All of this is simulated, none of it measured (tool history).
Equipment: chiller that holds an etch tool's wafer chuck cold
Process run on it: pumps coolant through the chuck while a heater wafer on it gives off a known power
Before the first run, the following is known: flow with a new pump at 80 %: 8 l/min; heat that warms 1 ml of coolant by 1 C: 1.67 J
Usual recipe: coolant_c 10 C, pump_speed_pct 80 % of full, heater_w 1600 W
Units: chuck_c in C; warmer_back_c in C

run,hour,coolant_c,pump_speed_pct,heater_w,chuck_c,warmer_back_c
1,0.0,10,80,1600,23.3,7.20
2,61.2,10,80,1600,23.2,7.22
3,93.0,10,80,1600,23.2,7.17
4,148.0,10,80,1600,23.3,7.20
5,177.7,10,80,2350,29.4,10.55
6,209.5,10,80,2350,29.4,10.45
7,244.5,10,80,1600,23.4,7.17
# hour 258.9: chiller's thermometer calibrated
8,273.4,10,80,1600,23.3,7.20
9,314.7,13,80,1600,26.3,7.18
10,368.3,7,80,1600,20.3,7.20
11,421.0,10,80,1163,19.7,5.19
12,465.7,10,80,1163,19.6,5.18
13,505.9,10,80,1163,19.6,5.23
14,551.8,10,72,1600,24.3,8.00
15,592.0,8,80,1600,21.2,7.18
16,639.8,5,80,1600,18.3,7.16
17,695.7,10,83,1578,22.8,6.80
18,730.8,5,83,1287,15.3,5.59
19,763.2,7,80,1211,17.0,5.43
20,812.5,2,88,1115,10.8,4.56
21,837.7,11,91,1115,19.3,4.42
22,896.8,8,77,1600,21.5,7.45
23,926.1,8,77,1600,21.4,7.45
24,957.1,19,97,1229,28.0,4.53
25,985.7,19,85,1759,32.9,7.39
26,1047.4,4,78,1759,18.9,8.12
27,1079.9,4,78,1759,18.6,8.12

What will run 28 give?
28,1124.9,4,78,1759,?,?

Run 28 produced chuck_c 18.8 C, warmer_back_c 8.10 C.
With the hidden condition absent and the run-to-run variation left alone, this run would have shown chuck_c 18.8 C, warmer_back_c 8.09 C.
